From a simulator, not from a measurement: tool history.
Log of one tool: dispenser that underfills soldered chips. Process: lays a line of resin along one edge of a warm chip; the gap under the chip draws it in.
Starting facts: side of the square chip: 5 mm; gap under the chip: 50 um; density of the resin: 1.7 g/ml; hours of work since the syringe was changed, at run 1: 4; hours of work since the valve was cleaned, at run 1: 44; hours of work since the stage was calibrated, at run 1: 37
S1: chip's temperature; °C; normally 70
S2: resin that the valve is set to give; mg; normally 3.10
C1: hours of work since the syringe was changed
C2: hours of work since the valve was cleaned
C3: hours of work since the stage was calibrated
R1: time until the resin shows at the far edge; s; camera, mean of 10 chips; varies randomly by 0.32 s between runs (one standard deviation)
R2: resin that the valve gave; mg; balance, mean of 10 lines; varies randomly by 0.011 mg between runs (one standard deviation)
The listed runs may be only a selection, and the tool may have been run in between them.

run 1 hour=0.0 | S1=70 S2=3.10 | C1=4 C2=44 C3=37 | R1=16.0 R2=2.98
-- hour=3.9 new syringe of resin
run 2 hour=11.1 | S1=70 S2=3.10 | C1=6 C2=52 C3=46 | R1=16.1 R2=2.96
-- hour=12.8 new syringe of resin
-- hour=21.5 new syringe of resin
run 3 hour=23.8 | S1=62 S2=3.10 | C1=2 C2=61 C3=55 | R1=17.5 R2=2.94
-- hour=30.0 new syringe of resin
run 4 hour=31.9 | S1=70 S2=3.27 | C1=1 C2=67 C3=61 | R1=12.3 R2=3.11
-- hour=38.5 new syringe of resin
-- hour=39.5 dispensing valve cleaned and set on the balance
run 5 hour=43.6 | S1=70 S2=3.27 | C1=3 C2=3 C3=69 | R1=13.9 R2=3.27
-- hour=49.0 new syringe of resin
run 6 hour=49.8 | S1=69 S2=3.10 | C1=1 C2=8 C3=74 | R1=11.9 R2=3.09
-- hour=57.8 new syringe of resin
run 7 hour=61.5 | S1=65 S2=3.10 | C1=3 C2=17 C3=83 | R1=16.2 R2=3.07
-- hour=66.5 new syringe of resin
run 8 hour=71.6 | S1=65 S2=3.10 | C1=4 C2=24 C3=90 | R1=18.2 R2=3.02
-- hour=75.4 new syringe of resin
run 9 hour=79.3 | S1=65 S2=3.10 | C1=3 C2=30 C3=96 | R1=15.9 R2=3.02
-- hour=84.6 new syringe of resin
run 10 hour=92.4 | S1=65 S2=3.10 | C1=6 C2=40 C3=106 | R1=20.8 R2=2.98
-- hour=93.9 new syringe of resin
run 11 hour=99.0 | S1=65 S2=3.67 | C1=4 C2=45 C3=111 | R1=17.6 R2=3.52
-- hour=103.5 new syringe of resin
-- hour=112.5 new syringe of resin
run 12 hour=112.5 | S1=65 S2=3.67 | C1=0 C2=55 C3=121 | R1=13.4 R2=3.51
run 13 hour=120.1 | S1=65 S2=3.67 | C1=6 C2=60 C3=126 | R1=21.2 R2=3.48
-- hour=121.4 new syringe of resin
-- hour=130.4 new syringe of resin
run 14 hour=132.4 | S1=65 S2=3.67 | C1=2 C2=69 C3=136 | R1=15.0 R2=3.45
-- hour=136.5 dispensing valve cleaned and set on the balance
-- hour=140.0 new syringe of resin
run 15 hour=143.6 | S1=70 S2=2.72 | C1=3 C2=5 C3=143 | R1=14.4 R2=2.73
-- hour=149.2 new syringe of resin
run 16 hour=150.1 | S1=70 S2=2.72 | C1=1 C2=10 C3=148 | R1=12.2 R2=2.70
-- hour=157.9 new syringe of resin
run 17 hour=159.2 | S1=70 S2=2.72 | C1=1 C2=17 C3=155 | R1=12.5 R2=2.68
-- hour=167.1 new syringe of resin
run 18 hour=173.1 | S1=61 S2=2.70 | C1=5 C2=27 C3=165 | R1=22.7 R2=2.65
-- hour=175.8 new syringe of resin
-- hour=184.8 new syringe of resin
run 19 hour=186.4 | S1=57 S2=3.79 | C1=1 C2=37 C3=175 | R1=19.5 R2=3.68
-- hour=193.9 new syringe of resin
run 20 hour=197.2 | S1=71 S2=3.81 | C1=3 C2=45 C3=183 | R1=12.7 R2=3.68
-- hour=202.7 new syringe of resin
run 21 hour=204.5 | S1=71 S2=3.81 | C1=1 C2=51 C3=189 | R1=11.6 R2=3.68
-- hour=211.7 new syringe of resin
run 22 hour=213.1 | S1=70 S2=2.80 | C1=1 C2=57 C3=195 | R1=12.6 R2=2.68
run 23 hour=218.9 | S1=69 S2=3.55 | C1=6 C2=62 C3=199 | R1=17.0 R2=3.38
-- hour=220.7 new syringe of resin
-- hour=229.2 new syringe of resin
run 24 hour=230.7 | S1=60 S2=3.61 | C1=1 C2=70 C3=208 | R1=17.7 R2=3.41
-- hour=234.4 dispensing valve cleaned and set on the balance
-- hour=239.3 new syringe of resin
run 25 hour=240.1 | S1=60 S2=3.61 | C1=1 C2=4 C3=214 | R1=16.7 R2=3.59
-- hour=248.0 new syringe of resin
run 26 hour=248.2 | S1=57 S2=3.65 | C1=0 C2=10 C3=220 | R1=18.3 R2=3.62
-- hour=257.3 new syringe of resin
run 27 hour=259.3 | S1=72 S2=2.74 | C1=2 C2=18 C3=229 | R1=12.6 R2=2.69
run 28 hour=265.4 | S1=72 S2=2.74 | C1=6 C2=23 C3=233 | R1=17.3 R2=2.69

Run 29 is up next; what results do you expect?
-- hour=266.3 new syringe of resin
run 29 hour=273.8 | S1=75 S2=3.10 | C1=6 C2=29 C3=240 | R1=? R2=?

Run 29 measured R1 15.7 s, R2 3.03 mg.
Take away the tool's hidden state, keep the run-to-run variation as it was, and the same run would have given R1 9.5 s, R2 3.11 mg.
